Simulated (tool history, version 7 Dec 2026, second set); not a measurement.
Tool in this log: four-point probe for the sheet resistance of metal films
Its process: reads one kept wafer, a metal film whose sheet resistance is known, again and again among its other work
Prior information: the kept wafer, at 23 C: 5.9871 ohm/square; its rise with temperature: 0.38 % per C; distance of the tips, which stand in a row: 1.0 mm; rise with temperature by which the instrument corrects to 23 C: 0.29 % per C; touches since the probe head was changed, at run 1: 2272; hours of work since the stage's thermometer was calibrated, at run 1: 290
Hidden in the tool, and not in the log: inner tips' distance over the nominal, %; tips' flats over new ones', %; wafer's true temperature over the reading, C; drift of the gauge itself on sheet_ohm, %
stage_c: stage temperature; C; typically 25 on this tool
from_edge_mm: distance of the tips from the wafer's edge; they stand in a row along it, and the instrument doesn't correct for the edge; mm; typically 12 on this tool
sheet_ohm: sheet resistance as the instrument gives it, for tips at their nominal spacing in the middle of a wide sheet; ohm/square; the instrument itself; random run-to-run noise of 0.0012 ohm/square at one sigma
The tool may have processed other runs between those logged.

run   hour  stage_c  from_edge_mm  touches since the probe head was changed  hours of work since the stage's thermometer was calibrated  sheet_ohm
  1    0.0       25            12                                      2272                                                         290   6.019787
  2   29.9       25            12                                      2633                                                         304   6.023924
  3   52.2       25            12                                      2902                                                         315   6.020203
  4   89.9       25            12                                      3356                                                         332   6.019205
  5  111.8       25            12                                      3621                                                         342   6.022335
  6  134.5       25            12                                      3894                                                         353   6.018644
  7  171.4       25            12                                      4339                                                         370   6.021111
  8  204.0       20            12                                      4733                                                         385   5.992306
  9  236.3       25            12                                      5122                                                         400   6.019532
 10  260.3       25            12                                      5412                                                         411   6.021665
 11  297.2       25            12                                      5857                                                         429   6.018517
 12  321.3       25            12                                      6148                                                         440   6.019748
 13  343.7       25            12                                      6418                                                         450   6.022101
 14  374.4       27            12                                      6788                                                         464   6.031094
 15  395.6       27            12                                      7044                                                         474   6.031486
 16  436.5       27            12                                      7537                                                         493   6.032632
 17  472.9       27            12                                      7976                                                         510   6.031302
 18  495.7       27            12                                      8252                                                         521   6.032890
 19  525.1       25            12                                      8606                                                         534   6.021102
 20  558.1       25            12                                      9004                                                         550   6.024254
 21  591.3       28            19                                      9404                                                         565   6.025735
 22  619.2       24            30                                      9741                                                         578   5.997109
 23  650.1       21            32                                     10113                                                         593   5.979902
 24  691.5       25             3                                     10613                                                         612   6.334270
 25  719.7       25             3                                     10953                                                         625   6.336495
 26  742.1       19            39                                     11224                                                         635   5.968434
     745.3  -- stage's thermometer calibrated
 27  774.6       26            46                                     11609                                                          14   6.006005

Estimate the outcome of run 28 from the log above:
 28  815.1       22            24                                     12098                                                          32          ?

sheet_ohm: 5.988233 ohm/square
Were there no unlogged condition in the tool, this run, its random variation unchanged, would have produced sheet_ohm 5.987761 ohm/square.
